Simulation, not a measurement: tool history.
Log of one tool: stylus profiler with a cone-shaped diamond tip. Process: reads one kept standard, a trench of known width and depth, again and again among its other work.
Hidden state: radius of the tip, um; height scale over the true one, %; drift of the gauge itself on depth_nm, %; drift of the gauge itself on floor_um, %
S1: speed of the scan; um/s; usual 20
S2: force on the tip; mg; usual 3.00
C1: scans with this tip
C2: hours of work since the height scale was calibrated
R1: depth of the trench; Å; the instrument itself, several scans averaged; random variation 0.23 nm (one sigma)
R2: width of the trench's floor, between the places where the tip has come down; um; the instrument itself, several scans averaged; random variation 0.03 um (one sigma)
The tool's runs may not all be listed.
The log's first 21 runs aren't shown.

| run | hour | S1 | S2 | C1 | C2 | R1 | R2 |
|---|---|---|---|---|---|---|---|
| 22 | 420.5 | 20 | 7.14 | 2219 | 321 | 10276.9 | 25.20 |
| 23 | 434.6 | 20 | 2.70 | 2270 | 329 | 10151.3 | 25.25 |
| 24 | 464.6 | 20 | 2.70 | 2378 | 344 | 10153.5 | 25.18 |
| 25 | 478.6 | 17 | 7.55 | 2429 | 352 | 10286.7 | 25.18 |
| 26 | 501.0 | 20 | 1.89 | 2509 | 363 | 10130.5 | 25.10 |
| 27 | 529.4 | 54 | 2.20 | 2611 | 378 | 10137.1 | 24.99 |
| 28 | 558.9 | 20 | 1.63 | 2717 | 393 | 10118.9 | 25.06 |
| 29 | 574.2 | 20 | 1.63 | 2772 | 401 | 10120.0 | 25.02 |
|  | 577.0 | height scale calibrated on a step standard |
| 30 | 600.1 | 20 | 1.63 | 2864 | 12 | 10131.5 | 24.97 |
| 31 | 614.4 | 18 | 3.68 | 2915 | 19 | 10200.0 | 25.03 |
| 32 | 630.4 | 39 | 3.40 | 2973 | 28 | 10191.2 | 24.95 |
| 33 | 644.5 | 39 | 1.42 | 3024 | 35 | 10126.2 | 24.86 |
| 34 | 674.0 | 58 | 1.42 | 3130 | 51 | 10125.0 | 24.78 |
| 35 | 687.8 | 20 | 1.42 | 3179 | 58 | 10122.4 | 24.92 |
| 36 | 708.4 | 16 | 6.86 | 3254 | 68 | 10289.8 | 24.95 |
| 37 | 727.3 | 59 | 5.22 | 3321 | 78 | 10250.0 | 24.83 |
|  | 738.7 | height scale calibrated on a step standard, once more |
| 38 | 744.7 | 38 | 1.01 | 3382 | 3 | 10072.7 | 24.82 |
| 39 | 770.5 | 6 | 1.01 | 3475 | 17 | 10077.4 | 24.85 |
| 40 | 790.4 | 6 | 1.01 | 3547 | 27 | 10076.2 | 24.83 |
| 41 | 802.8 | 11 | 5.45 | 3591 | 33 | 10216.3 | 24.86 |
| 42 | 830.8 | 21 | 4.34 | 3692 | 48 | 10190.2 | 24.79 |
| 43 | 849.4 | 21 | 4.34 | 3759 | 58 | 10187.3 | 24.78 |
| 44 | 869.7 | 21 | 4.34 | 3832 | 68 | 10193.4 | 24.72 |
| 45 | 887.9 | 7 | 3.71 | 3897 | 78 | 10175.5 | 24.81 |
| 46 | 911.1 | 28 | 2.60 | 3981 | 90 | 10143.3 | 24.69 |

Forecast each of these 3 alternatives for the next run:
| A | 938.0 | 31 | 1.50 | 4078 | 104 | ? | ? |
| B | 938.0 | 12 | 1.41 | 4078 | 104 | ? | ? |
| C | 938.0 | 48 | 3.00 | 4078 | 104 | ? | ? |

| run | R1 | R2 |
|---|---|---|
| A | 10099.6 | 24.71 |
| B | 10099.9 | 24.75 |
| C | 10151.6 | 24.60 |
Without the tool's hidden state the same runs would have given:
| run | R1 | R2 |
|---|---|---|
| A | 10089.4 | 25.97 |
| B | 10089.7 | 26.01 |
| C | 10141.3 | 25.86 |
